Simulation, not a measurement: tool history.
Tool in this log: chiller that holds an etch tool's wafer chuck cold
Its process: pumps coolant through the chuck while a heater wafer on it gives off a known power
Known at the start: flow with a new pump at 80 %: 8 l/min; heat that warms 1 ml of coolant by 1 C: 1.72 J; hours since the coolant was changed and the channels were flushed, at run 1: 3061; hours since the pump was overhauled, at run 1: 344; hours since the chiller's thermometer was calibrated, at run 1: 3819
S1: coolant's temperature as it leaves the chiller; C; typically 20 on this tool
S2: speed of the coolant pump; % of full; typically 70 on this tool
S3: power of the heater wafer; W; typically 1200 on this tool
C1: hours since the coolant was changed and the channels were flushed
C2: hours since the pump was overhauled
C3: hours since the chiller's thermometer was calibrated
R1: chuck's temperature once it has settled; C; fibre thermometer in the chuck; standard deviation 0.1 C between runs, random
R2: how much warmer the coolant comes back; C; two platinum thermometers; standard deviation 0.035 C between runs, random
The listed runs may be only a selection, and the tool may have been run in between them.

| run | day | S1 | S2 | S3 | C1 | C2 | C3 | R1 | R2 |
|---|---|---|---|---|---|---|---|---|---|
| 1 | 0.000 | 20 | 70 | 1200 | 3061 | 344 | 3819 | 33.5 | 5.99 |
| 2 | 5.388 | 20 | 70 | 1200 | 3190 | 473 | 3948 | 33.0 | 6.01 |
| 3 | 8.117 | 20 | 70 | 1200 | 3256 | 538 | 4013 | 33.0 | 6.03 |
| 4 | 11.708 | 20 | 70 | 1200 | 3342 | 625 | 4100 | 33.2 | 5.95 |
| 5 | 17.117 | 20 | 93 | 1200 | 3472 | 754 | 4229 | 30.8 | 4.64 |
| 6 | 21.621 | 20 | 93 | 1200 | 3580 | 863 | 4337 | 30.9 | 4.56 |
| 7 | 26.279 | 20 | 70 | 1423 | 3692 | 974 | 4449 | 35.6 | 7.14 |
| 8 | 29.371 | 20 | 70 | 1423 | 3766 | 1049 | 4523 | 35.7 | 7.23 |
|  | 30.875 | chiller's thermometer calibrated |
| 9 | 32.879 | 20 | 70 | 1423 | 3849 | 1132 | 48 | 35.8 | 7.17 |
| 10 | 35.929 | 13 | 70 | 1200 | 3922 | 1205 | 121 | 26.2 | 6.02 |
| 11 | 39.704 | 13 | 70 | 1200 | 4013 | 1296 | 212 | 26.3 | 6.07 |
| 12 | 44.258 | 10 | 70 | 1200 | 4122 | 1405 | 321 | 23.3 | 6.11 |
| 13 | 47.904 | 10 | 70 | 1064 | 4210 | 1492 | 409 | 21.6 | 5.48 |
| 14 | 52.158 | 10 | 70 | 1064 | 4312 | 1595 | 511 | 21.6 | 5.39 |
| 15 | 56.554 | 22 | 70 | 1476 | 4417 | 1700 | 616 | 38.3 | 7.42 |
| 16 | 61.700 | 14 | 97 | 972 | 4541 | 1823 | 740 | 22.4 | 3.67 |
| 17 | 64.992 | 23 | 69 | 1134 | 4620 | 1902 | 819 | 35.7 | 5.91 |
| 18 | 68.650 | 22 | 61 | 1200 | 4708 | 1990 | 907 | 36.6 | 6.96 |
| 19 | 74.396 | 30 | 72 | 756 | 4846 | 2128 | 1044 | 38.3 | 3.87 |
| 20 | 80.379 | 20 | 70 | 1292 | 4989 | 2272 | 1188 | 34.3 | 6.65 |

What will run 21 give?
| 21 | 83.208 | 20 | 69 | 1182 | 5057 | 2340 | 1256 | ? | ? |

{"run 21": {"R1": 33.2, "R2": 6.2}}
Were there no unlogged condition in the tool, this run, its random variation unchanged, would have produced R1 33.2 C, R2 6.01 C.
